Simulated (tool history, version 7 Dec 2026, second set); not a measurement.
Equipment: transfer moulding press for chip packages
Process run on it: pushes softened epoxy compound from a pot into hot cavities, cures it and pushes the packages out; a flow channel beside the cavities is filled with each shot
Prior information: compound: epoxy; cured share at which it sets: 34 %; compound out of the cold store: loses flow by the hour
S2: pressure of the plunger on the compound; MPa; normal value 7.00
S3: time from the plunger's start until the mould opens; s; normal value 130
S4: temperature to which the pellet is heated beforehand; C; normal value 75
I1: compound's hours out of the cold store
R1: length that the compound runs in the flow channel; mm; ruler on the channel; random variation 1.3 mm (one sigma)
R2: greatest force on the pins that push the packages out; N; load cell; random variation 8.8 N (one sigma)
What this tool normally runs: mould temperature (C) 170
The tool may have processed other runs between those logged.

Run 1, hour 0.0: usual settings; I1 25.4. Result: R1 525 mm, R2 413 N.
Run 2, hour 8.0: usual settings; I1 23.6. Result: R1 529 mm, R2 474 N.
Run 3, hour 13.8: usual settings but mould temperature (C) 165; I1 39.3. Result: R1 502 mm, R2 633 N.
Run 4, hour 18.3: usual settings but mould temperature (C) 165, S2 6.02 MPa; I1 11.7. Result: R1 528 mm, R2 717 N.
Run 5, hour 27.7: usual settings but S2 7.51 MPa; I1 14.4. Result: R1 567 mm, R2 567 N.
Run 6, hour 33.5: usual settings but S2 7.51 MPa; I1 23.7. Result: R1 546 mm, R2 613 N.
Run 7, hour 42.2: usual settings but S3 153 s; I1 40.4. Result: R1 489 mm, R2 591 N.
Run 8, hour 48.2: usual settings but S2 6.09 MPa, S3 153 s; I1 22.3. Result: R1 497 mm, R2 593 N.
Run 9, hour 55.9: usual settings but mould temperature (C) 163; I1 17.2. Result: R1 559 mm, R2 1020 N.
Run 10, hour 60.2: usual settings but S2 5.41 MPa; I1 25.2. Result: R1 463 mm, R2 672 N.
Run 11, hour 69.9: usual settings but S2 8.28 MPa; I1 14.0. Result: R1 598 mm, R2 717 N.
Run 12, hour 74.2: usual settings but S2 8.28 MPa, S3 111 s; I1 25.4. Result: R1 567 mm, R2 944 N.
Run 13, hour 80.4: usual settings; I1 44.3. Result: R1 480 mm, R2 726 N.
Run 14, hour 85.2: usual settings; I1 47.6. Result: R1 475 mm, R2 741 N.
Run 15, hour 93.1: usual settings; I1 26.6. Result: R1 519 mm, R2 747 N.
Run 16, hour 102.1: usual settings but S4 76 C; I1 17.9. Result: R1 541 mm, R2 792 N.
Run 17, hour 108.7: usual settings but S2 6.70 MPa, S3 117 s, S4 73 C; I1 37.7. Result: R1 484 mm, R2 912 N.
Run 18, hour 115.1: usual settings but S3 119 s, S4 79 C; I1 38.5. Result: R1 495 mm, R2 856 N.
At hour 123.7: cavities cleaned with cleaning compound and waxed.
Run 19, hour 125.6: usual settings but S2 5.56 MPa, S3 161 s, S4 68 C; I1 23.6. Result: R1 469 mm, R2 382 N.
Run 20, hour 130.2: usual settings but S2 7.10 MPa, S3 161 s, S4 69 C; I1 29.6. Result: R1 511 mm, R2 412 N.
Run 21, hour 134.9: usual settings but mould temperature (C) 169; I1 21.1. Result: R1 534 mm, R2 486 N.
Run 22, hour 140.5: usual settings but mould temperature (C) 169; I1 46.3. Result: R1 478 mm, R2 527 N.
Run 23, hour 147.8: usual settings but mould temperature (C) 169; I1 29.2. Result: R1 513 mm, R2 562 N.
Run 24, hour 152.2: usual settings but mould temperature (C) 169; I1 45.5. Result: R1 478 mm, R2 591 N.
Run 25, hour 159.0: usual settings but mould temperature (C) 169; I1 13.5. Result: R1 553 mm, R2 644 N.
Run 26, hour 167.1: usual settings but S2 7.82 MPa, S3 110 s; I1 32.0. Result: R1 535 mm, R2 815 N.

Estimate the outcome of run 27 from the log above:
Run 27, hour 172.6: usual settings but S2 7.82 MPa, S3 110 s; I1 42.3. Result: R1 ?, R2 ?.

R1: 512 mm
R2: 800 N
If the tool had no hidden condition, the same run with the same run-to-run variation would have returned R1 521 mm, R2 467 N.

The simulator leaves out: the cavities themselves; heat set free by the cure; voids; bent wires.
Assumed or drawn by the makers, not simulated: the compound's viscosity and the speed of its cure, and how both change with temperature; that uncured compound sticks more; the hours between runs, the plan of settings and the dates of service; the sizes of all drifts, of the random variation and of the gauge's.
